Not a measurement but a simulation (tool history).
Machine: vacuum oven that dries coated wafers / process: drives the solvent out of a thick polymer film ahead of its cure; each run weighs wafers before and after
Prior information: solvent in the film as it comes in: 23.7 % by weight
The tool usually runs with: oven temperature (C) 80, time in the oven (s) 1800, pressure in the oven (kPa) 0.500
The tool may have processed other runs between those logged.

Run 1, hour 0.0: usual settings. Result: solvent left in the film (%) 1.33.
Run 2, hour 10.9: usual settings. Result: solvent left in the film (%) 1.22.
Run 3, hour 22.0: usual settings. Result: solvent left in the film (%) 1.36.
Run 4, hour 29.2: usual settings. Result: solvent left in the film (%) 1.33.
Run 5, hour 39.9: usual settings. Result: solvent left in the film (%) 1.34.
Run 6, hour 50.0: usual settings. Result: solvent left in the film (%) 1.41.
Run 7, hour 62.1: usual settings. Result: solvent left in the film (%) 1.30.
Run 8, hour 69.8: usual settings but time in the oven (s) 1020. Result: solvent left in the film (%) 3.90.
Run 9, hour 78.4: usual settings but time in the oven (s) 1500. Result: solvent left in the film (%) 2.03.
Run 10, hour 92.1: usual settings but oven temperature (C) 82. Result: solvent left in the film (%) 0.96.
Run 11, hour 99.0: usual settings but oven temperature (C) 82. Result: solvent left in the film (%) 0.97.
Run 12, hour 106.0: usual settings but oven temperature (C) 82, pressure in the oven (kPa) 1.620. Result: solvent left in the film (%) 1.59.
Run 13, hour 120.0: usual settings but oven temperature (C) 89, pressure in the oven (kPa) 0.337. Result: solvent left in the film (%) 0.22.
Run 14, hour 129.8: usual settings but oven temperature (C) 89, pressure in the oven (kPa) 0.337. Result: solvent left in the film (%) 0.24.
Run 15, hour 139.3: usual settings but oven temperature (C) 89, pressure in the oven (kPa) 0.337. Result: solvent left in the film (%) 0.16.
Run 16, hour 153.1: usual settings but oven temperature (C) 65, pressure in the oven (kPa) 0.337. Result: solvent left in the film (%) 7.19.
Run 17, hour 160.7: usual settings but oven temperature (C) 78, time in the oven (s) 1500, pressure in the oven (kPa) 0.647. Result: solvent left in the film (%) 2.79.
Run 18, hour 169.8: usual settings but oven temperature (C) 89. Result: solvent left in the film (%) 0.32.
Run 19, hour 181.0: usual settings but oven temperature (C) 89. Result: solvent left in the film (%) 0.33.
Run 20, hour 192.3: usual settings but oven temperature (C) 74, time in the oven (s) 1140. Result: solvent left in the film (%) 5.95.
Run 21, hour 201.9: usual settings but oven temperature (C) 74, time in the oven (s) 1140. Result: solvent left in the film (%) 5.79.
Run 22, hour 215.2: usual settings but oven temperature (C) 91, time in the oven (s) 2340. Result: solvent left in the film (%) 0.27.
Run 23, hour 221.8: usual settings but oven temperature (C) 91, time in the oven (s) 1140. Result: solvent left in the film (%) 0.56.

Predict each of these 4 candidate next runs independently; none follows another, all start after run 23:
Run A, hour 227.9: usual settings but oven temperature (C) 86, time in the oven (s) 1140. Result: solvent left in the film (%) ?.
Run B, hour 227.9: usual settings but oven temperature (C) 66, time in the oven (s) 1140. Result: solvent left in the film (%) ?.
Run C, hour 227.9: usual settings but oven temperature (C) 91, time in the oven (s) 2040. Result: solvent left in the film (%) ?.
Run D, hour 227.9: usual settings but oven temperature (C) 68, time in the oven (s) 1200. Result: solvent left in the film (%) ?.

run  solvent left in the film (%)
  A                          1.46
  B                          9.71
  C                          0.27
  D                          8.53
What these runs would have given with no unlogged condition in the tool:
run  solvent left in the film (%)
  A                          1.87
  B                         10.53
  C                          0.27
  D                          9.39
